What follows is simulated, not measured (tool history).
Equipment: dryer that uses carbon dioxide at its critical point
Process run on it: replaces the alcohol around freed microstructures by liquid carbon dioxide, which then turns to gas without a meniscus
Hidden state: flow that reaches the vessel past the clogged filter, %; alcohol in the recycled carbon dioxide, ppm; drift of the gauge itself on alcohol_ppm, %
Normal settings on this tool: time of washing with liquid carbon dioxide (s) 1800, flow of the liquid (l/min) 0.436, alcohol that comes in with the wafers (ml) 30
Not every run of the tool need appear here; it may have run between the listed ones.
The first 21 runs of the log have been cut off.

run	hour	time of washing with liquid carbon dioxide (s)	flow of the liquid (l/min)	alcohol that comes in with the wafers (ml)	hours of work since the filter was changed	hours of work since the purifier's bed was changed	alcohol left in the vessel before it's heated (ppm by volume)
22	569.7	1800	0.301	30	386	702	602
23	603.5	1800	0.381	30	403	720	397
24	625.5	2160	0.293	54	414	731	613
25	645.0	1800	0.604	55	424	741	286
26	673.2	1800	0.306	30	438	755	623
27	705.0	1620	0.362	42	454	771	658
28	720.8	1260	0.287	47	462	779	2239
29	739.0	2340	0.436	27	471	788	300
30	758.5	2340	0.436	27	481	798	290
31	787.1	2820	0.272	25	496	812	366
# hour 795.3: purifier's bed changed
32	808.3	1260	0.299	32	505	7	1286
33	845.8	1260	0.436	35	524	26	456
34	884.0	2520	0.426	87	543	45	54
# hour 903.0: inlet filter changed
35	915.8	1800	0.436	24	6	60	76
36	953.4	1800	0.436	24	25	79	81
37	981.4	1800	0.436	24	40	94	86
38	1001.7	1800	0.633	105	50	104	56
39	1028.3	1800	0.633	105	63	117	76
40	1044.4	1800	0.436	30	71	125	108
41	1074.8	1800	0.436	30	87	141	121
42	1107.2	1800	0.436	60	103	157	172
43	1132.2	2160	0.631	118	116	170	71
44	1169.9	1620	0.436	33	135	189	180
45	1208.4	2340	0.456	29	154	208	75
46	1237.7	2340	0.456	29	169	223	97

5 ways to go on from here, each from the tool as it stands after run 46. What would each give?
A	1268.4	2820	0.436	21	185	239	?
B	1268.4	2100	0.638	112	185	239	?
C	1268.4	1800	0.456	29	185	239	?
D	1268.4	1320	0.570	80	185	239	?
E	1268.4	1320	0.674	49	185	239	?

run	alcohol left in the vessel before it's heated (ppm by volume)
A	85
B	97
C	137
D	302
E	129
With the hidden condition removed and each run's random variation left untouched, the same runs would have given:
run	alcohol left in the vessel before it's heated (ppm by volume)
A	0
B	7
C	43
D	184
E	37
